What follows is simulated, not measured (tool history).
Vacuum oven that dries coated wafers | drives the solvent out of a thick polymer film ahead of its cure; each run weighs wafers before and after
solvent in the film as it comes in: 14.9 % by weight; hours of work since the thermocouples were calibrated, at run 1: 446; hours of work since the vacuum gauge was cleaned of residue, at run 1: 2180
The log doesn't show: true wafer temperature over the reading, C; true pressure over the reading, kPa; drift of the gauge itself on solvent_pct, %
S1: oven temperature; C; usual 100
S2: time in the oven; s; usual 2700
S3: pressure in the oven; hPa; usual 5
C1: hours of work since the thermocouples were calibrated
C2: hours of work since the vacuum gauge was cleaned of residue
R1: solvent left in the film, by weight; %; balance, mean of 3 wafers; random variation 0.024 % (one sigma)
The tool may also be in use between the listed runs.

run 1 day=0 | S1=100 S2=2700 S3=5 | C1=446 C2=2180 | R1=0.91
run 2 day=3.971 | S1=100 S2=2700 S3=5 | C1=505 C2=2239 | R1=0.89
run 3 day=5.692 | S1=100 S2=2700 S3=5 | C1=531 C2=2265 | R1=0.93
run 4 day=7.954 | S1=100 S2=2700 S3=17.16 | C1=565 C2=2299 | R1=1.43
run 5 day=11.938 | S1=100 S2=2700 S3=17.16 | C1=625 C2=2358 | R1=1.37
run 6 day=14.421 | S1=100 S2=2700 S3=17.16 | C1=662 C2=2396 | R1=1.39
run 7 day=17.021 | S1=100 S2=2700 S3=17.16 | C1=701 C2=2435 | R1=1.35
run 8 day=20.65 | S1=100 S2=2700 S3=17.16 | C1=755 C2=2489 | R1=1.36
run 9 day=22.967 | S1=100 S2=2700 S3=17.16 | C1=790 C2=2524 | R1=1.35
run 10 day=24.833 | S1=100 S2=2700 S3=17.16 | C1=818 C2=2552 | R1=1.34
run 11 day=26.508 | S1=100 S2=2700 S3=5 | C1=843 C2=2577 | R1=0.85
run 12 day=30.217 | S1=100 S2=2700 S3=5 | C1=899 C2=2632 | R1=0.83
-- day=32.088 vacuum gauge cleaned of residue and calibrated
run 13 day=33.121 | S1=100 S2=2700 S3=5 | C1=941 C2=15 | R1=0.91
run 14 day=36.954 | S1=100 S2=2700 S3=5 | C1=999 C2=73 | R1=0.92
run 15 day=39.654 | S1=100 S2=2700 S3=5 | C1=1039 C2=113 | R1=0.93
-- day=42.633 oven's thermocouples calibrated
run 16 day=43.217 | S1=100 S2=2700 S3=5 | C1=9 C2=166 | R1=1.16
run 17 day=45.988 | S1=101 S2=2940 S3=5 | C1=50 C2=207 | R1=0.96
run 18 day=48.267 | S1=113 S2=2700 S3=5 | C1=84 C2=241 | R1=0.42
-- day=48.962 vacuum gauge cleaned of residue and calibrated, once more
run 19 day=51.567 | S1=107 S2=2700 S3=5 | C1=133 C2=39 | R1=0.39
run 20 day=55.288 | S1=101 S2=2700 S3=15.1 | C1=189 C2=95 | R1=1.15
run 21 day=57.971 | S1=101 S2=2700 S3=15.1 | C1=229 C2=135 | R1=1.19
run 22 day=61.954 | S1=101 S2=3480 S3=6.74 | C1=289 C2=195 | R1=0.48
run 23 day=65.792 | S1=101 S2=3480 S3=6.74 | C1=346 C2=252 | R1=0.48
run 24 day=67.612 | S1=86 S2=3000 S3=10.53 | C1=373 C2=280 | R1=3.14
run 25 day=70.325 | S1=111 S2=3540 S3=5 | C1=414 C2=320 | R1=0.18
run 26 day=72.638 | S1=89 S2=3540 S3=5 | C1=449 C2=355 | R1=1.53
run 27 day=75.421 | S1=108 S2=3540 S3=5 | C1=490 C2=397 | R1=0.23
run 28 day=78.508 | S1=89 S2=2760 S3=5 | C1=537 C2=443 | R1=2.35
run 29 day=80.3 | S1=94 S2=2700 S3=5 | C1=564 C2=470 | R1=1.45
run 30 day=82.521 | S1=94 S2=1440 S3=11.23 | C1=597 C2=503 | R1=4.02
run 31 day=84.975 | S1=94 S2=4560 S3=8.54 | C1=634 C2=540 | R1=0.72
run 32 day=86.788 | S1=100 S2=2280 S3=2.63 | C1=661 C2=567 | R1=0.97

Forecast each of these 5 alternatives for the next run:
run A day=88.954 | S1=104 S2=2700 S3=19.4 | C1=693 C2=599 | R1=?
run B day=88.954 | S1=90 S2=1560 S3=9.12 | C1=693 C2=599 | R1=?
run C day=88.954 | S1=100 S2=2220 S3=3.75 | C1=693 C2=599 | R1=?
run D day=88.954 | S1=100 S2=1980 S3=2.93 | C1=693 C2=599 | R1=?
run E day=88.954 | S1=89 S2=2280 S3=2.63 | C1=693 C2=599 | R1=?

run=A R1=0.97
run=B R1=4.55
run=C R1=1.11
run=D R1=1.36
run=E R1=2.82
Without the tool's hidden state the same runs would have given:
run=A R1=1.02
run=B R1=4.82
run=C R1=1.22
run=D R1=1.5
run=E R1=3.04
